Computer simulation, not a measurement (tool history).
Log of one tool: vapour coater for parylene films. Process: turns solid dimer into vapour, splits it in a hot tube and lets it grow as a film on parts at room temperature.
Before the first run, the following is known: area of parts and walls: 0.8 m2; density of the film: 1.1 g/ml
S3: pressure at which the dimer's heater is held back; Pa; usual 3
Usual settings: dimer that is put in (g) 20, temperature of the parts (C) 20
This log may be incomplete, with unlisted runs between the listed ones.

Run 1, hour 0: usual settings. Result: thickness of the film (nm) 15570.
Run 2, hour 44.2: usual settings. Result: thickness of the film (nm) 15390.
Run 3, hour 85.8: usual settings. Result: thickness of the film (nm) 15280.
Run 4, hour 122: usual settings. Result: thickness of the film (nm) 15220.
Run 5, hour 151.5: usual settings but dimer that is put in (g) 10. Result: thickness of the film (nm) 7670.
Run 6, hour 201: usual settings. Result: thickness of the film (nm) 15280.
Run 7, hour 242.9: usual settings but S3 7.41 Pa. Result: thickness of the film (nm) 12290.
Run 8, hour 280.4: usual settings but S3 5.64 Pa. Result: thickness of the film (nm) 12790.
Run 9, hour 324.6: usual settings but temperature of the parts (C) 27. Result: thickness of the film (nm) 11540.
Run 10, hour 351.5: usual settings but temperature of the parts (C) 27. Result: thickness of the film (nm) 11350.
Run 11, hour 399.7: usual settings but temperature of the parts (C) 30. Result: thickness of the film (nm) 10030.
Run 12, hour 423.1: usual settings but temperature of the parts (C) 30. Result: thickness of the film (nm) 9890.
Run 13, hour 473.8: usual settings but temperature of the parts (C) 30. Result: thickness of the film (nm) 9940.
At hour 511.9: trap's valve overhauled.
Run 14, hour 511.9: usual settings but temperature of the parts (C) 30. Result: thickness of the film (nm) 10360.
Run 15, hour 535: usual settings but temperature of the parts (C) 30. Result: thickness of the film (nm) 10380.
Run 16, hour 570.1: usual settings but temperature of the parts (C) 30. Result: thickness of the film (nm) 10190.
Run 17, hour 607.9: usual settings but temperature of the parts (C) 30. Result: thickness of the film (nm) 10190.
Run 18, hour 642.3: usual settings but temperature of the parts (C) 30. Result: thickness of the film (nm) 10370.
Run 19, hour 678: usual settings but temperature of the parts (C) 12, S3 6.89 Pa. Result: thickness of the film (nm) 17480.
Run 20, hour 701.9: usual settings but temperature of the parts (C) 12, S3 2.94 Pa. Result: thickness of the film (nm) 21390.
Run 21, hour 729.4: usual settings but dimer that is put in (g) 27. Result: thickness of the film (nm) 20630.
Run 22, hour 759.9: usual settings but dimer that is put in (g) 27. Result: thickness of the film (nm) 20600.

What will run 23 give?
Run 23, hour 787.6: usual settings but dimer that is put in (g) 10. Result: thickness of the film (nm) ?.

thickness of the film (nm): 7620
With no hidden state in the tool, this same run would have given thickness of the film (nm) 7860.
